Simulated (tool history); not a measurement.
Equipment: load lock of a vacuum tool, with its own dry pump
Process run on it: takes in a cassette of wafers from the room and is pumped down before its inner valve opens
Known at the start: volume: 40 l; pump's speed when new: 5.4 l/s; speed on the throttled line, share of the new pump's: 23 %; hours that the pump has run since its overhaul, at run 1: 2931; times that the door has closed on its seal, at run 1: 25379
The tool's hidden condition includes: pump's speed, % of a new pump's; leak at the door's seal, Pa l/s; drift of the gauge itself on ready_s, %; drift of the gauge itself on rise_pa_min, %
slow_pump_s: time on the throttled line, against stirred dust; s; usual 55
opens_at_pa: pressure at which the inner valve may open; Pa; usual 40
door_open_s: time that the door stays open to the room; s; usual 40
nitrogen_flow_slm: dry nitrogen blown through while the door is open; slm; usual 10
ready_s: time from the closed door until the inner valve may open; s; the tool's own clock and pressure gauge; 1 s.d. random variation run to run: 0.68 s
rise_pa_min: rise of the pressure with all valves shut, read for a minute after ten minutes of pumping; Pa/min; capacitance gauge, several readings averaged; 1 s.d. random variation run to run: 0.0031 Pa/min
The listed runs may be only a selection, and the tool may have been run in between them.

run,hour,slow_pump_s,opens_at_pa,door_open_s,nitrogen_flow_slm,hours that the pump has run since its overhaul,times that the door has closed on its seal,"incoming humidity of the room's air, %",ready_s,rise_pa_min
1,0,55,40,40,10,2931,25379,46,102,0.157
2,87.5,46,40,40,10,3018,25718,43,95.8,0.157
3,182.5,46,32,40,10,3113,26088,43.1,96.8,0.159
4,257.5,46,32,40,10,3188,26379,46.1,97.7,0.159
5,347.8,46,32,40,10,3278,26730,45.8,97.6,0.16
6,433.1,46,32,40,10,3364,27061,44.7,97.3,0.164
7,513.4,55,40,40,16,3444,27373,45.8,102.1,0.158
8,615.8,55,40,40,10,3546,27771,45.2,102.8,0.169
9,714.2,55,40,40,10,3645,28153,44.4,102.7,0.171
10,798.3,48,40,84,10,3729,28480,48.8,96.8,0.197
11,893.4,48,40,84,10,3824,28849,45.7,98.2,0.195
12,953,48,53,220,10,3884,29081,42.6,95,0.221
13,1032.5,55,35,40,10,3963,29390,44.5,103.3,0.169
14,1101.5,55,35,40,10,4032,29658,43.7,102.6,0.185
15,1190.2,55,35,40,10,4121,30002,44.3,102.6,0.181
16,1298.1,55,35,40,10,4229,30422,42.4,103.3,0.183
17,1412.9,32,61,40,10,4343,30868,48.1,82.3,0.188
18,1507.3,55,42,40,25,4438,31235,41.3,102.2,0.173

Branching from run 18: 3 alternative next runs. What would each branch give?
A,1596.8,45,46,40,10,4527,31582,43.3,?,?
B,1596.8,55,69,40,10,4527,31582,46.5,?,?
C,1596.8,49,28,40,9,4527,31582,43.9,?,?

run,ready_s,rise_pa_min
A,94.4,0.186
B,98.3,0.195
C,101.1,0.19
With the hidden condition removed and each run's random variation left untouched, the same runs would have given:
run,ready_s,rise_pa_min
A,92.7,0.05
B,96.8,0.059
C,99.3,0.055

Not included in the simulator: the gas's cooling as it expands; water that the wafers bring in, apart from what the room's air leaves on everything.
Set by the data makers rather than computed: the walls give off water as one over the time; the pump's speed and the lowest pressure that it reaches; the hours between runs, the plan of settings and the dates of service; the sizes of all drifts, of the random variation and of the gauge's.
